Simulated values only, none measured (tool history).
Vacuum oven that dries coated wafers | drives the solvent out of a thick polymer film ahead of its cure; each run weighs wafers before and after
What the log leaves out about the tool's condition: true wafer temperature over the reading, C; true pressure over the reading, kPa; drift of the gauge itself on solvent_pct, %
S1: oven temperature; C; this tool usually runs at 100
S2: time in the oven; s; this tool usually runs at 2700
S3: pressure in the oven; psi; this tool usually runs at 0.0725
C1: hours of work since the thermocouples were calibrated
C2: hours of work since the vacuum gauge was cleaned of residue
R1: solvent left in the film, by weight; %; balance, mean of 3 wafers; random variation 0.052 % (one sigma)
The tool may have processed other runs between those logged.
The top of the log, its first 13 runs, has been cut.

Run 14, hour 162.7: usual settings; C1 1226; C2 393. Result: R1 1.27 %.
Run 15, hour 173: usual settings; C1 1233; C2 400. Result: R1 1.28 %.
Run 16, hour 183.4: usual settings; C1 1241; C2 408. Result: R1 1.35 %.
Run 17, hour 195.1: usual settings but S1 91 C; C1 1249; C2 416. Result: R1 2.64 %.
Run 18, hour 204.8: usual settings but S1 91 C; C1 1256; C2 423. Result: R1 2.62 %.
Run 19, hour 220.9: usual settings but S1 91 C; C1 1267; C2 434. Result: R1 2.59 %.
Run 20, hour 238.5: usual settings; C1 1280; C2 447. Result: R1 1.28 %.
Run 21, hour 251.4: usual settings; C1 1289; C2 456. Result: R1 1.34 %.
Run 22, hour 267.8: usual settings; C1 1301; C2 468. Result: R1 1.27 %.
Run 23, hour 278.5: usual settings; C1 1308; C2 475. Result: R1 1.29 %.
Run 24, hour 292.8: usual settings but S3 0.2226 psi; C1 1319; C2 486. Result: R1 2.82 %.
Run 25, hour 300.5: usual settings but S3 0.2226 psi; C1 1324; C2 491. Result: R1 2.92 %.
Run 26, hour 312.4: usual settings but S3 0.2226 psi; C1 1332; C2 500. Result: R1 2.81 %.
Run 27, hour 325.7: usual settings but S3 0.2226 psi; C1 1342; C2 509. Result: R1 2.77 %.
Run 28, hour 335.6: usual settings but S1 114 C, S2 4140 s, S3 0.2226 psi; C1 1349; C2 516. Result: R1 1.36 %.
Run 29, hour 352.3: usual settings but S1 106 C, S3 0.1494 psi; C1 1361; C2 528. Result: R1 1.46 %.
Run 30, hour 365.5: usual settings but S1 106 C, S3 0.1494 psi; C1 1370; C2 537. Result: R1 1.33 %.
Run 31, hour 381.6: usual settings but S1 107 C; C1 1382; C2 549. Result: R1 0.91 %.
Run 32, hour 390.8: usual settings but S1 107 C; C1 1388; C2 555. Result: R1 0.71 %.
Run 33, hour 404.4: usual settings but S1 114 C, S3 0.047 psi; C1 1398; C2 565. Result: R1 0.36 %.
Run 34, hour 415.6: usual settings but S1 114 C, S3 0.047 psi; C1 1406; C2 573. Result: R1 0.33 %.

What will run 35 give?
Run 35, hour 427.4: usual settings but S1 107 C, S2 2880 s, S3 0.0909 psi; C1 1414; C2 581. Result: R1 ?.

{"run 35": {"R1": 0.81}}
Without the tool's hidden state the same run would have given R1 0.8 %.
